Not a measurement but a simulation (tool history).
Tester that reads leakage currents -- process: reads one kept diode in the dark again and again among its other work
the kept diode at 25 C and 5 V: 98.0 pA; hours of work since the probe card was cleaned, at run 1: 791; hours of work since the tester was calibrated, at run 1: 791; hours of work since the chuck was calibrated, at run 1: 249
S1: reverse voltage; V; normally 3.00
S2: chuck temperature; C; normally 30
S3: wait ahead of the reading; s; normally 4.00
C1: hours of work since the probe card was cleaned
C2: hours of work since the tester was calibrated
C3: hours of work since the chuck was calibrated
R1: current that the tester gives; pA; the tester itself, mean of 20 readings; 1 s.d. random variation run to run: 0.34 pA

{"run": 1, "day": 0.0, "S1": 3.0, "S2": 30, "S3": 4.0, "C1": 791, "C2": 791, "C3": 249, "R1": 117.45}
{"run": 2, "day": 1.358, "S1": 3.0, "S2": 30, "S3": 4.0, "C1": 810, "C2": 810, "C3": 268, "R1": 117.02}
{"run": 3, "day": 3.042, "S1": 3.0, "S2": 20, "S3": 4.0, "C1": 833, "C2": 833, "C3": 291, "R1": 58.38}
{"run": 4, "day": 4.658, "S1": 3.0, "S2": 20, "S3": 4.0, "C1": 855, "C2": 855, "C3": 313, "R1": 58.89}
{"run": 5, "day": 5.683, "S1": 3.0, "S2": 20, "S3": 4.0, "C1": 869, "C2": 869, "C3": 327, "R1": 58.5}
{"run": 6, "day": 7.875, "S1": 3.0, "S2": 20, "S3": 4.0, "C1": 899, "C2": 899, "C3": 357, "R1": 58.92}
{"run": 7, "day": 9.596, "S1": 3.0, "S2": 30, "S3": 4.0, "C1": 923, "C2": 923, "C3": 381, "R1": 117.94}
{"run": 8, "day": 11.917, "S1": 3.0, "S2": 30, "S3": 4.0, "C1": 955, "C2": 955, "C3": 413, "R1": 117.05}
{"run": 9, "day": 14.204, "S1": 3.0, "S2": 30, "S3": 4.0, "C1": 986, "C2": 986, "C3": 444, "R1": 117.62}
{"run": 10, "day": 15.917, "S1": 3.0, "S2": 30, "S3": 0.35, "C1": 1009, "C2": 1009, "C3": 468, "R1": 120.61}
{"run": 11, "day": 17.404, "S1": 3.0, "S2": 30, "S3": 0.35, "C1": 1030, "C2": 1030, "C3": 488, "R1": 120.67}
{"run": 12, "day": 18.992, "S1": 3.0, "S2": 30, "S3": 0.35, "C1": 1052, "C2": 1052, "C3": 510, "R1": 119.64}
{"run": 13, "day": 20.642, "S1": 3.75, "S2": 30, "S3": 4.0, "C1": 1074, "C2": 1074, "C3": 532, "R1": 131.11}
{"run": 14, "day": 21.762, "S1": 3.0, "S2": 30, "S3": 5.77, "C1": 1089, "C2": 1089, "C3": 548, "R1": 118.55}
{"day": 22.962, "done": "probe card cleaned and baked"}
{"run": 15, "day": 23.621, "S1": 3.0, "S2": 30, "S3": 4.0, "C1": 9, "C2": 1113, "C3": 571, "R1": 111.94}
{"run": 16, "day": 25.933, "S1": 3.0, "S2": 30, "S3": 4.0, "C1": 41, "C2": 1145, "C3": 603, "R1": 112.38}
{"run": 17, "day": 27.971, "S1": 3.0, "S2": 30, "S3": 4.0, "C1": 69, "C2": 1173, "C3": 631, "R1": 111.9}
{"run": 18, "day": 29.121, "S1": 4.12, "S2": 30, "S3": 4.0, "C1": 84, "C2": 1189, "C3": 647, "R1": 128.95}
{"run": 19, "day": 31.083, "S1": 4.12, "S2": 30, "S3": 4.0, "C1": 111, "C2": 1216, "C3": 674, "R1": 128.8}
{"run": 20, "day": 32.6, "S1": 4.12, "S2": 30, "S3": 4.0, "C1": 132, "C2": 1236, "C3": 695, "R1": 130.13}
{"run": 21, "day": 34.358, "S1": 17.04, "S2": 23, "S3": 4.0, "C1": 156, "C2": 1260, "C3": 719, "R1": 149.87}
{"run": 22, "day": 35.617, "S1": 17.04, "S2": 23, "S3": 4.0, "C1": 173, "C2": 1278, "C3": 736, "R1": 150.23}
{"run": 23, "day": 36.579, "S1": 5.83, "S2": 30, "S3": 0.54, "C1": 187, "C2": 1291, "C3": 749, "R1": 154.94}
{"run": 24, "day": 37.867, "S1": 5.83, "S2": 30, "S3": 0.54, "C1": 204, "C2": 1309, "C3": 767, "R1": 154.28}
{"run": 25, "day": 39.979, "S1": 5.83, "S2": 20, "S3": 0.54, "C1": 233, "C2": 1338, "C3": 796, "R1": 77.21}
{"day": 40.179, "done": "tester calibrated"}
{"run": 26, "day": 41.458, "S1": 1.87, "S2": 56, "S3": 2.44, "C1": 252, "C2": 18, "C3": 815, "R1": 504.85}
{"run": 27, "day": 42.988, "S1": 10.65, "S2": 36, "S3": 4.0, "C1": 273, "C2": 38, "C3": 836, "R1": 303.76}
{"day": 43.788, "done": "tester calibrated, once more"}
{"run": 28, "day": 44.9, "S1": 3.26, "S2": 44, "S3": 4.0, "C1": 298, "C2": 15, "C3": 861, "R1": 300.28}
{"run": 29, "day": 47.167, "S1": 3.26, "S2": 44, "S3": 4.0, "C1": 330, "C2": 46, "C3": 892, "R1": 298.55}
{"run": 30, "day": 48.733, "S1": 12.03, "S2": 43, "S3": 0.82, "C1": 351, "C2": 68, "C3": 913, "R1": 504.58}
{"run": 31, "day": 50.567, "S1": 3.0, "S2": 41, "S3": 1.83, "C1": 376, "C2": 93, "C3": 939, "R1": 234.78}
{"run": 32, "day": 52.017, "S1": 4.98, "S2": 36, "S3": 2.55, "C1": 396, "C2": 113, "C3": 958, "R1": 212.09}
{"run": 33, "day": 53.85, "S1": 13.8, "S2": 27, "S3": 1.42, "C1": 421, "C2": 138, "C3": 984, "R1": 184.81}
{"run": 34, "day": 54.971, "S1": 13.8, "S2": 27, "S3": 1.42, "C1": 437, "C2": 153, "C3": 999, "R1": 185.35}
{"run": 35, "day": 56.133, "S1": 13.8, "S2": 27, "S3": 1.42, "C1": 452, "C2": 169, "C3": 1015, "R1": 186.23}
{"run": 36, "day": 57.754, "S1": 13.8, "S2": 27, "S3": 1.42, "C1": 475, "C2": 191, "C3": 1037, "R1": 186.6}
{"run": 37, "day": 58.788, "S1": 9.38, "S2": 43, "S3": 0.78, "C1": 489, "C2": 206, "C3": 1051, "R1": 451.87}
{"run": 38, "day": 59.846, "S1": 2.7, "S2": 37, "S3": 8.55, "C1": 503, "C2": 220, "C3": 1066, "R1": 171.68}
{"run": 39, "day": 61.025, "S1": 3.0, "S2": 30, "S3": 2.81, "C1": 519, "C2": 236, "C3": 1082, "R1": 111.36}
{"run": 40, "day": 63.012, "S1": 1.17, "S2": 30, "S3": 5.22, "C1": 547, "C2": 264, "C3": 1109, "R1": 72.83}

Below, some changes in R1 between adjacent runs. For each, the amount present without the hidden state too (settings, incoming material, random variation) and the amount remaining for the hidden state with gauge scatter not shared by both compared results:
The tool's hidden condition here consists of: stray current of the dirty probe card, pA a volt; current scale over the true one, %; true chuck temperature over the reading, C; drift of the gauge itself on leakage_pa, %.
Run 25 -> 26: S1 5.83 -> 1.87, S2 20 -> 56, S3 0.54 -> 2.44, tester calibrated. R1 +427.64 pA: hidden state -3.14, all else +430.78.
Run 27 -> 28: S1 10.65 -> 3.26, S2 36 -> 44, tester calibrated, once more. R1 -3.48 pA: hidden state -8.47, all else +4.99.
Run 30 -> 31: S1 12.03 -> 3.00, S2 43 -> 41, S3 0.82 -> 1.83. R1 -269.80 pA: hidden state +1.53, all else -271.33.
Run 32 -> 33: S1 4.98 -> 13.80, S2 36 -> 27, S3 2.55 -> 1.42. R1 -27.28 pA: hidden state +7.23, all else -34.51.
Run 36 -> 37: S1 13.80 -> 9.38, S2 27 -> 43, S3 1.42 -> 0.78. R1 +265.27 pA: hidden state -11.40, all else +276.67.
Run 37 -> 38: S1 9.38 -> 2.70, S2 43 -> 37, S3 0.78 -> 8.55. R1 -280.19 pA: hidden state +2.69, all else -282.88.
